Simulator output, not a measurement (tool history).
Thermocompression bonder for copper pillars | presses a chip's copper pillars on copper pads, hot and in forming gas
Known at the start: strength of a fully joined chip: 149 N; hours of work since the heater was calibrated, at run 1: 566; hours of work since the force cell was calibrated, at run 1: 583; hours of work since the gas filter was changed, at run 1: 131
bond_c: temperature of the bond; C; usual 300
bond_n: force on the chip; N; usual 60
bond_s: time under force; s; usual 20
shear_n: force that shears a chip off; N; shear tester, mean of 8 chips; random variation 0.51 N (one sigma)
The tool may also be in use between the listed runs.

run	hour	bond_c	bond_n	bond_s	hours of work since the heater was calibrated	hours of work since the force cell was calibrated	hours of work since the gas filter was changed	shear_n
1	0.0	300	60	20	566	583	131	104.6
2	12.6	300	60	20	575	592	140	105.8
3	30.7	300	60	20	588	605	153	105.4
4	42.1	297	60	20	596	613	161	102.2
5	63.4	300	68	20	611	628	176	109.8
6	72.7	310	60	20	618	635	183	111.9
7	90.5	329	60	20	630	648	196	123.8
8	106.2	329	60	20	641	659	207	121.9
# hour 108.1: forming gas filter changed
9	118.4	329	60	20	650	667	7	131.7
10	131.1	329	60	20	659	676	16	132.7
11	151.3	329	60	20	673	691	31	132.3
12	164.9	329	60	20	683	700	40	130.5
13	175.4	300	43	20	690	708	48	90.1
14	187.1	300	43	20	699	716	56	89.6
15	204.8	300	60	20	711	729	69	108.8
16	215.8	300	60	20	719	737	77	108.1
17	228.8	300	60	20	728	746	86	108.8
18	249.6	300	60	20	743	761	101	108.1
19	266.7	300	60	20	755	773	113	106.7
20	281.7	308	60	20	766	783	123	112.7
21	294.1	308	60	20	775	792	132	113.6
22	309.6	308	60	20	786	803	143	111.9
23	322.7	300	60	48	795	813	153	123.7
24	338.3	300	60	48	806	824	164	123.2
25	353.2	300	60	48	817	834	174	121.3
26	372.9	300	77	41	831	848	188	128.0
27	391.3	300	77	41	844	861	201	126.8
# hour 400.0: forming gas filter changed
28	408.1	288	86	20	855	873	6	121.2
29	428.1	308	49	11	870	887	20	91.8
30	440.5	308	49	11	879	896	29	90.9
31	460.6	308	49	11	893	910	43	90.4
32	475.4	290	60	55	903	921	54	125.4
33	492.6	285	41	30	916	933	66	84.8
34	506.5	300	37	14	926	943	76	73.0
35	517.7	310	41	14	933	951	84	88.2
36	534.9	310	41	14	946	963	96	86.7
37	552.6	274	46	19	958	976	109	67.2
38	568.0	274	46	19	969	987	120	67.9
39	588.8	277	53	45	984	1001	134	98.6
40	603.4	279	74	26	994	1012	145	106.3
41	625.0	285	60	47	1010	1027	160	113.6

Forecast each of these 3 alternatives for the next run:
A	636.8	285	71	47	1018	1036	169	?
B	636.8	285	60	20	1018	1036	169	?
C	636.8	300	81	20	1018	1036	169	?

run	shear_n
A	120.6
B	93.1
C	119.9
Without the tool's hidden state the same runs would have given:
run	shear_n
A	122.2
B	91.0
C	121.7

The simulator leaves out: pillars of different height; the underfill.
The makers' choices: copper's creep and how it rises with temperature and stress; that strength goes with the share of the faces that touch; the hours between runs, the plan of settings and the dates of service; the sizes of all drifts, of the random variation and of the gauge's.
